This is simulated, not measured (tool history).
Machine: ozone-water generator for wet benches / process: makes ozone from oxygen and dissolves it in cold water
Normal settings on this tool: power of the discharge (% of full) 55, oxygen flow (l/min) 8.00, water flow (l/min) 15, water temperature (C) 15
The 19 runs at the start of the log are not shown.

run,day,power of the discharge (% of full),oxygen flow (l/min),water flow (l/min),water temperature (C),hours of work since the electrodes were changed,hours of work since the contactor was cleaned,hours of work since the thermometer was calibrated,dissolved ozone (ppm),ozone in the gas ahead of the water (g/m3)
20,94.238,96,8.00,19,15,1912,2511,843,31.4,199.7
21,101.421,70,8.00,15,10,2057,2655,987,30.9,158.6
22,104.538,60,8.00,15,15,2119,2718,1050,25.3,140.3
23,110.383,60,8.00,15,15,2237,2835,1167,25.3,142.7
24,114.942,75,8.00,15,8,2328,2927,1259,33.6,168.9
25,120.975,80,10.42,11,9,2450,3048,1380,37.7,150.2
26,127.208,81,10.42,11,9,2575,3173,1505,38.7,152.5
27,133.804,81,10.42,11,9,2707,3306,1638,38.9,152.2
28,137.100,81,10.42,11,9,2773,3372,1704,38.9,152.3
29,144.058,81,10.42,11,9,2913,3512,1844,39.1,151.7
30,148.021,52,12.09,19,8,2993,3592,1923,21.1,99.7
# day 149.200: contactor cleaned
31,151.325,52,12.09,19,8,3056,43,1986,21.5,100.7
32,158.350,45,11.41,19,19,3197,184,2128,15.7,94.2

3 options for the next run, each taken on its own from the tool as it stands now. Forecast them:
A,165.429,52,6.05,19,12,3339,326,2270,?,?
B,165.429,63,5.05,10,19,3339,326,2270,?,?
C,165.429,55,8.00,16,8,3339,326,2270,?,?

run,dissolved ozone (ppm),ozone in the gas ahead of the water (g/m3)
A,21.4,148.8
B,31.8,188.2
C,25.9,131.7
Stripped of hidden state, with their random variation kept, the same runs would have yielded:
run,dissolved ozone (ppm),ozone in the gas ahead of the water (g/m3)
A,21.4,148.9
B,31.8,188.3
C,25.9,131.8
